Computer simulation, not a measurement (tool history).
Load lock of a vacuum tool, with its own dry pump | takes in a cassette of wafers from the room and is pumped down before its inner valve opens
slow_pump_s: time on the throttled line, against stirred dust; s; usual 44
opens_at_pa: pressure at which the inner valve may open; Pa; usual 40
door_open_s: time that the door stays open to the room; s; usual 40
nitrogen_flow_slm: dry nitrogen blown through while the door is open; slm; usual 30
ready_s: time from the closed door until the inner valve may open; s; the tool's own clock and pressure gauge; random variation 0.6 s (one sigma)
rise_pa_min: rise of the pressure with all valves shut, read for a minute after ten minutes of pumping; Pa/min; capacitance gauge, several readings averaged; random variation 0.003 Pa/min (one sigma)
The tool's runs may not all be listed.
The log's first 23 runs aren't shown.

run,hour,slow_pump_s,opens_at_pa,door_open_s,nitrogen_flow_slm,hours that the pump has run since its overhaul,times that the door has closed on its seal,"incoming humidity of the room's air, %",ready_s,rise_pa_min
24,4015.0,48,73,43,30,16500,15514,46.0,85.4,0.014
25,4220.0,58,79,146,30,16705,16188,43.0,91.3,0.025
26,4327.8,58,49,146,30,16813,16542,47.4,95.3,0.019
27,4518.4,58,49,146,30,17004,17169,44.3,95.1,0.025
28,4656.7,58,49,197,30,17142,17623,46.0,96.0,0.031
29,4844.5,58,49,197,30,17330,18240,44.6,96.2,0.030
30,5049.4,58,49,197,30,17535,18914,47.9,94.3,0.026
31,5203.2,58,49,30,18,17688,19419,45.2,94.3,0.012
32,5410.1,58,49,30,18,17895,20099,44.3,95.3,0.013
33,5539.4,44,40,85,30,18025,20524,45.6,86.9,0.023
34,5773.3,40,40,153,11,18258,21293,43.7,83.6,0.038
35,5950.3,66,48,77,30,18436,21874,44.2,100.8,0.018
36,6172.1,83,34,139,12,18657,22603,44.4,114.7,0.040
37,6281.5,44,40,40,43,18767,22963,45.1,86.5,0.009
38,6422.7,44,40,40,43,18908,23427,44.3,86.6,0.014

3 ways to go on from here, each from the tool as it stands after run 38. What would each give?
A,6529.5,44,40,165,11,19015,23778,44.2,?,?
B,6529.5,44,40,171,5,19015,23778,45.1,?,?
C,6529.5,25,75,40,25,19015,23778,45.4,?,?

run,ready_s,rise_pa_min
A,86.7,0.042
B,87.1,0.049
C,69.3,0.016
Without the tool's hidden state the same runs would have given:
run,ready_s,rise_pa_min
A,86.7,0.041
B,87.0,0.048
C,69.2,0.016
